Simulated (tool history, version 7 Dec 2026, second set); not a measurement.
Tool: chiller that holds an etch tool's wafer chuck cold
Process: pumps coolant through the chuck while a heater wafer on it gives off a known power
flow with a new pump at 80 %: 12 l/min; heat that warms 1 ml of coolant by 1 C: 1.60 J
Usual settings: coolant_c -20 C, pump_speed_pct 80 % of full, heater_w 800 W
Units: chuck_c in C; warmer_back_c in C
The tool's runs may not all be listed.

run 1 hour=0 | coolant_c=-20 pump_speed_pct=80 heater_w=800 | chuck_c=-14.39 warmer_back_c=2.5
run 2 hour=79.5 | coolant_c=-20 pump_speed_pct=80 heater_w=800 | chuck_c=-14.27 warmer_back_c=2.51
run 3 hour=225.3 | coolant_c=-20 pump_speed_pct=68 heater_w=800 | chuck_c=-13.28 warmer_back_c=2.94
run 4 hour=341.5 | coolant_c=-20 pump_speed_pct=80 heater_w=800 | chuck_c=-14.35 warmer_back_c=2.53
run 5 hour=405.7 | coolant_c=-20 pump_speed_pct=80 heater_w=800 | chuck_c=-14.34 warmer_back_c=2.48
run 6 hour=472.6 | coolant_c=-20 pump_speed_pct=80 heater_w=800 | chuck_c=-14.35 warmer_back_c=2.47
run 7 hour=571.6 | coolant_c=-20 pump_speed_pct=80 heater_w=800 | chuck_c=-14.25 warmer_back_c=2.45
run 8 hour=679.8 | coolant_c=-20 pump_speed_pct=80 heater_w=800 | chuck_c=-14.32 warmer_back_c=2.5
run 9 hour=819.6 | coolant_c=-20 pump_speed_pct=80 heater_w=800 | chuck_c=-14.3 warmer_back_c=2.53
run 10 hour=959 | coolant_c=-20 pump_speed_pct=80 heater_w=800 | chuck_c=-14.28 warmer_back_c=2.53
run 11 hour=1073.9 | coolant_c=-20 pump_speed_pct=80 heater_w=800 | chuck_c=-14.27 warmer_back_c=2.49
run 12 hour=1158.8 | coolant_c=-21 pump_speed_pct=80 heater_w=800 | chuck_c=-15.31 warmer_back_c=2.5
run 13 hour=1300.1 | coolant_c=-20 pump_speed_pct=80 heater_w=800 | chuck_c=-14.27 warmer_back_c=2.52
run 14 hour=1375.3 | coolant_c=-18 pump_speed_pct=80 heater_w=800 | chuck_c=-12.33 warmer_back_c=2.51
run 15 hour=1454.1 | coolant_c=-18 pump_speed_pct=80 heater_w=800 | chuck_c=-12.26 warmer_back_c=2.47
run 16 hour=1528.4 | coolant_c=-18 pump_speed_pct=80 heater_w=800 | chuck_c=-12.27 warmer_back_c=2.49
run 17 hour=1660.5 | coolant_c=-20 pump_speed_pct=61 heater_w=685 | chuck_c=-13.62 warmer_back_c=2.82
run 18 hour=1743.3 | coolant_c=-24 pump_speed_pct=66 heater_w=800 | chuck_c=-17.26 warmer_back_c=3.03
run 19 hour=1854.6 | coolant_c=-11 pump_speed_pct=64 heater_w=800 | chuck_c=-3.89 warmer_back_c=3.13
run 20 hour=1917.3 | coolant_c=-16 pump_speed_pct=88 heater_w=800 | chuck_c=-10.64 warmer_back_c=2.23
run 21 hour=2001.1 | coolant_c=-16 pump_speed_pct=88 heater_w=800 | chuck_c=-10.69 warmer_back_c=2.27
run 22 hour=2136.4 | coolant_c=-16 pump_speed_pct=96 heater_w=600 | chuck_c=-12.43 warmer_back_c=1.57
run 23 hour=2200.5 | coolant_c=-26 pump_speed_pct=82 heater_w=777 | chuck_c=-20.64 warmer_back_c=2.35
run 24 hour=2314.1 | coolant_c=-26 pump_speed_pct=82 heater_w=777 | chuck_c=-20.55 warmer_back_c=2.36
run 25 hour=2433.5 | coolant_c=-26 pump_speed_pct=63 heater_w=777 | chuck_c=-19.13 warmer_back_c=3.12
run 26 hour=2578 | coolant_c=-26 pump_speed_pct=63 heater_w=777 | chuck_c=-19.01 warmer_back_c=3.11
run 27 hour=2659.4 | coolant_c=-26 pump_speed_pct=63 heater_w=683 | chuck_c=-19.81 warmer_back_c=2.73
run 28 hour=2734.8 | coolant_c=-26 pump_speed_pct=63 heater_w=683 | chuck_c=-19.89 warmer_back_c=2.75
run 29 hour=2879 | coolant_c=-26 pump_speed_pct=63 heater_w=683 | chuck_c=-19.97 warmer_back_c=2.76
run 30 hour=3017 | coolant_c=-26 pump_speed_pct=73 heater_w=964 | chuck_c=-18.6 warmer_back_c=3.32
run 31 hour=3137.9 | coolant_c=-22 pump_speed_pct=63 heater_w=964 | chuck_c=-13.43 warmer_back_c=3.84

Not shown: 1 entry that the log had between the listed runs. Between which runs, and how does the tool's hidden state differ before and after?
Between runs 17 and 18: chiller's thermometer calibrated (hour 1743.3)
  coolant's true temperature over the reading, C: 0.01 -> 0
